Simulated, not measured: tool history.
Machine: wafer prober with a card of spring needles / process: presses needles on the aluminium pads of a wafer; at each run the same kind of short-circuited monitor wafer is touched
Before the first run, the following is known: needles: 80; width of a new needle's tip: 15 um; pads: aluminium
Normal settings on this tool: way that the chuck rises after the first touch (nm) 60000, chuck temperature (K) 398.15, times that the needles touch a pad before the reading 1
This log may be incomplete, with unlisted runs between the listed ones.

run	day	way that the chuck rises after the first touch (nm)	chuck temperature (K)	times that the needles touch a pad before the reading	resistance of one needle with its contact and lead (mohm)	way that a needle slides on the pad (nm)
1	0	60000	398.15	1	267	10349
2	1.262	60000	398.15	1	269	10349
3	2.758	60000	398.15	1	275	10352
4	3.492	47000	398.15	1	279	8121
5	4.775	66000	398.15	1	267	11398
6	5.938	66000	377.15	1	264	11389
7	6.638	60000	398.15	1	273	10351
8	7.892	60000	398.15	1	268	10356
9	9.362	60000	398.15	1	273	10344
10	10.383	60000	298.15	1	244	10343
11	11.592	60000	398.15	1	274	10352
12	12.45	60000	398.15	1	269	10351
13	13.162	70000	303.15	1	244	12079
14	14.358	70000	303.15	2	242	12067
15	15.204	56000	338.15	1	257	9644
16	16.858	66000	361.15	2	263	11388
17	17.725	42000	373.15	1	272	7257
18	18.458	42000	373.15	1	274	7235
19	19.233	72000	310.15	1	245	12420
20	20.254	68000	315.15	2	248	11739
21	21.829	68000	315.15	2	244	11738
22	23.529	68000	326.15	3	250	11727
23	24.246	68000	336.15	3	254	11716
24	25.175	62000	398.15	1	267	10685

Put back what was entered between runs (20 entries, withheld): which listed runs does each sit between, and how does the hidden state differ from the listed run before to the listed run after?
Logged between run 1 and run 2: tips cleaned on abrasive film (day 0.325)
  no difference in the tool's unlogged condition between these two runs
Logged between run 2 and run 3: tips cleaned on abrasive film (day 1.642)
  debris on the tips, nm: 2.8 -> 3.2; way that the needles fall short of the set height, um: 0 -> 0.01
Logged between run 3 and run 4: tips cleaned on abrasive film (day 3.033)
  debris on the tips, nm: 3.2 -> 1.8
Logged between run 4 and run 5: tips cleaned on abrasive film (day 4.329)
  debris on the tips, nm: 1.8 -> 1.6
Logged between run 5 and run 6: tips cleaned on abrasive film (day 5.767)
  debris on the tips, nm: 1.6 -> 1
Logged between run 7 and run 8: tips cleaned on abrasive film (day 7.179)
  debris on the tips, nm: 2.8 -> 2.5
Logged between run 8 and run 9: tips cleaned on abrasive film (day 8.462)
  debris on the tips, nm: 2.5 -> 2.8
Logged between run 9 and run 10: tips cleaned on abrasive film (day 9.817)
  debris on the tips, nm: 2.8 -> 2.1
Logged between run 10 and run 11: tips cleaned on abrasive film (day 11.138)
  debris on the tips, nm: 2.1 -> 1.9
Logged between run 11 and run 12: tips cleaned on abrasive film (day 12.45)
  debris on the tips, nm: 1.9 -> 0.3; tips' diameter, um: 15.01 -> 15.02
Logged between run 13 and run 14: tips cleaned on abrasive film (day 13.821)
  debris on the tips, nm: 2.5 -> 2.2; way that the needles fall short of the set height, um: 0.01 -> 0.02
Logged between run 14 and run 15: tips cleaned on abrasive film (day 15.158); height of the first contact set anew (day 15.171)
  debris on the tips, nm: 2.2 -> 0.4; way that the needles fall short of the set height, um: 0.02 -> 0
Logged between run 15 and run 16: tips cleaned on abrasive film (day 16.558)
  debris on the tips, nm: 0.4 -> 1.3
Logged between run 17 and run 18: tips cleaned on abrasive film (day 17.858)
  debris on the tips, nm: 3.1 -> 2.1
Logged between run 18 and run 19: tips cleaned on abrasive film (day 19.192)
  debris on the tips, nm: 2.1 -> 0.4
Logged between run 20 and run 21: tips cleaned on abrasive film (day 20.529); tips cleaned on abrasive film (day 21.829)
  debris on the tips, nm: 3 -> 0.2
Logged between run 21 and run 22: tips cleaned on abrasive film (day 23.138)
  debris on the tips, nm: 0.2 -> 1.8; way that the needles fall short of the set height, um: 0 -> 0.01
Logged between run 23 and run 24: tips cleaned on abrasive film (day 24.521)
  debris on the tips, nm: 3.1 -> 2.1
